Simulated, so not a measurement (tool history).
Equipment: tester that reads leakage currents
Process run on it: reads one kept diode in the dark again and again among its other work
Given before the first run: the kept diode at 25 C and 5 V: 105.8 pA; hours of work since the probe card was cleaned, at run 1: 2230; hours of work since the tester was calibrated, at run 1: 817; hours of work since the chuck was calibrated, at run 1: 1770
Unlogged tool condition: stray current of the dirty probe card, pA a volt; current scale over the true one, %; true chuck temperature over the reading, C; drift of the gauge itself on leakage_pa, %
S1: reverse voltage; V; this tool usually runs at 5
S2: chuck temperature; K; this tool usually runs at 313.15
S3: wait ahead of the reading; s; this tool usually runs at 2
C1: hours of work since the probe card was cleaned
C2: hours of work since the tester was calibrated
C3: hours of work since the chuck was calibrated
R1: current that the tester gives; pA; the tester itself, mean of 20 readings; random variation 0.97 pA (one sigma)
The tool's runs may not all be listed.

| run | hour | S1 | S2 | S3 | C1 | C2 | C3 | R1 |
|---|---|---|---|---|---|---|---|---|
| 1 | 0 | 5 | 313.15 | 2 | 2230 | 817 | 1770 | 368.25 |
| 2 | 36.6 | 1.11 | 313.15 | 2 | 2249 | 836 | 1789 | 209.98 |
| 3 | 78.5 | 5 | 311.15 | 2 | 2271 | 858 | 1811 | 322.66 |
| 4 | 121.6 | 5 | 311.15 | 2 | 2293 | 880 | 1833 | 322.75 |
|  | 136 | chuck's temperature calibrated |
| 5 | 147.5 | 5 | 311.15 | 2 | 2306 | 893 | 6 | 283.24 |
| 6 | 177.3 | 5 | 311.15 | 2 | 2321 | 908 | 22 | 283.06 |
| 7 | 221.9 | 5 | 311.15 | 2 | 2344 | 932 | 45 | 282.21 |
| 8 | 262.6 | 2.65 | 311.15 | 2 | 2366 | 953 | 66 | 222.76 |
| 9 | 291.5 | 10.34 | 313.15 | 2 | 2381 | 968 | 81 | 428.21 |
| 10 | 315.2 | 10.34 | 313.15 | 2 | 2393 | 980 | 94 | 430.47 |
| 11 | 353.3 | 10.34 | 312.15 | 2 | 2413 | 1000 | 113 | 403.61 |
| 12 | 373.5 | 5 | 295.15 | 2 | 2424 | 1011 | 124 | 87.54 |
| 13 | 402.4 | 5 | 313.15 | 2 | 2439 | 1026 | 139 | 327.54 |
|  | 407.4 | tester calibrated |
| 14 | 441.2 | 5 | 313.15 | 2 | 2458 | 18 | 158 | 330.26 |
| 15 | 483.2 | 5 | 313.15 | 2 | 2480 | 40 | 180 | 329.01 |
| 16 | 520.1 | 5 | 313.15 | 2 | 2499 | 59 | 200 | 329.59 |
| 17 | 555 | 1.53 | 294.15 | 0.57 | 2517 | 77 | 218 | 51.54 |
| 18 | 582.2 | 1.53 | 319.15 | 0.57 | 2532 | 91 | 232 | 318.91 |
| 19 | 626.4 | 1.01 | 318.15 | 5.99 | 2555 | 114 | 255 | 255.9 |
| 20 | 649.8 | 1.01 | 304.15 | 5.99 | 2567 | 127 | 267 | 94.3 |
|  | 677.8 | tester calibrated, once more |
| 21 | 677.8 | 1.01 | 304.15 | 5.99 | 2580 | 0 | 281 | 93.84 |
| 22 | 698 | 10.56 | 304.15 | 2.86 | 2591 | 11 | 291 | 232.92 |
| 23 | 728.1 | 10.56 | 304.15 | 2.86 | 2607 | 26 | 307 | 232.11 |
| 24 | 748.4 | 1.41 | 318.15 | 4.82 | 2617 | 37 | 318 | 291.05 |
| 25 | 774.8 | 3.8 | 318.15 | 2.03 | 2631 | 51 | 332 | 424.72 |
| 26 | 797 | 5 | 331.15 | 6.88 | 2643 | 62 | 343 | 1102.1 |
| 27 | 823 | 5 | 331.15 | 6.88 | 2656 | 76 | 357 | 1106.63 |
| 28 | 855.3 | 8.81 | 314.15 | 2 | 2673 | 93 | 374 | 442.52 |
| 29 | 893.1 | 15.38 | 324.15 | 1.03 | 2693 | 112 | 393 | 1083.89 |
| 30 | 924.8 | 2.76 | 313.15 | 2 | 2709 | 129 | 410 | 266.01 |
| 31 | 959.7 | 6.06 | 299.15 | 2 | 2728 | 147 | 428 | 130.58 |

Predict each of these 5 candidate next runs independently; none follows another, all start after run 31:
| A | 983.3 | 16.69 | 300.15 | 2.99 | 2740 | 160 | 440 | ? |
| B | 983.3 | 5 | 324.15 | 2 | 2740 | 160 | 440 | ? |
| C | 983.3 | 6.98 | 307.15 | 8.85 | 2740 | 160 | 440 | ? |
| D | 983.3 | 2.3 | 297.15 | 8.45 | 2740 | 160 | 440 | ? |
| E | 983.3 | 4.79 | 313.15 | 0.8 | 2740 | 160 | 440 | ? |

| run | R1 |
|---|---|
| A | 210.7 |
| B | 706 |
| C | 247.05 |
| D | 76.86 |
| E | 329.09 |
With the hidden condition removed and each run's random variation left untouched, the same runs would have given:
| run | R1 |
|---|---|
| A | 196.14 |
| B | 685.89 |
| C | 236.68 |
| D | 73.43 |
| E | 317.93 |
